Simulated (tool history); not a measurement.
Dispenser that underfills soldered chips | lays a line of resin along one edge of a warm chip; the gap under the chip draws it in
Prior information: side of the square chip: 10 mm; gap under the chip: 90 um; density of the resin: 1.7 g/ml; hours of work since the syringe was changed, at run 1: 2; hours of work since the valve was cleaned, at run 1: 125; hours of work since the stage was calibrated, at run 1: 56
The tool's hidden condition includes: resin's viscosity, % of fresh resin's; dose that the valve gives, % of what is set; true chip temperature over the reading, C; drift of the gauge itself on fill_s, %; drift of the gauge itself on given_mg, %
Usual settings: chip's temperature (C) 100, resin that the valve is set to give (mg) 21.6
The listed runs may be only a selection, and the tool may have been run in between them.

run	hour	chip's temperature (C)	resin that the valve is set to give (mg)	hours of work since the syringe was changed	hours of work since the valve was cleaned	hours of work since the stage was calibrated	time until the resin shows at the far edge (s)	resin that the valve gave (mg)
1	0.0	100	21.6	2	125	56	32.7	18.98
# hour 6.6: new syringe of resin
2	7.5	100	25.8	1	131	61	27.7	22.51
# hour 16.6: new syringe of resin
3	17.6	100	25.8	1	138	68	28.7	22.64
# hour 24.3: dispensing valve cleaned and set on the balance
4	24.3	100	25.8	5	0	72	38.5	25.96
# hour 27.2: new syringe of resin
5	35.0	100	25.8	6	7	80	41.4	26.03
# hour 37.2: new syringe of resin
6	45.9	100	21.6	6	15	87	45.5	21.47
# hour 47.0: new syringe of resin
7	52.3	100	21.6	4	19	92	36.6	21.19
# hour 56.4: new syringe of resin
8	64.3	93	21.6	6	28	100	50.2	21.12
# hour 65.7: new syringe of resin
9	74.2	93	21.6	6	35	107	53.0	21.27
# hour 75.1: new syringe of resin
10	80.5	93	21.6	4	39	111	43.3	20.80

Run 11 comes next. What will it give?
# hour 84.4: new syringe of resin
11	86.8	93	21.6	2	43	116	?	?

time until the resin shows at the far edge (s): 37.6
resin that the valve gave (mg): 21.05
Take away the tool's hidden state, keep the run-to-run variation as it was, and the same run would have given time until the resin shows at the far edge (s) 33.0, resin that the valve gave (mg) 21.80.
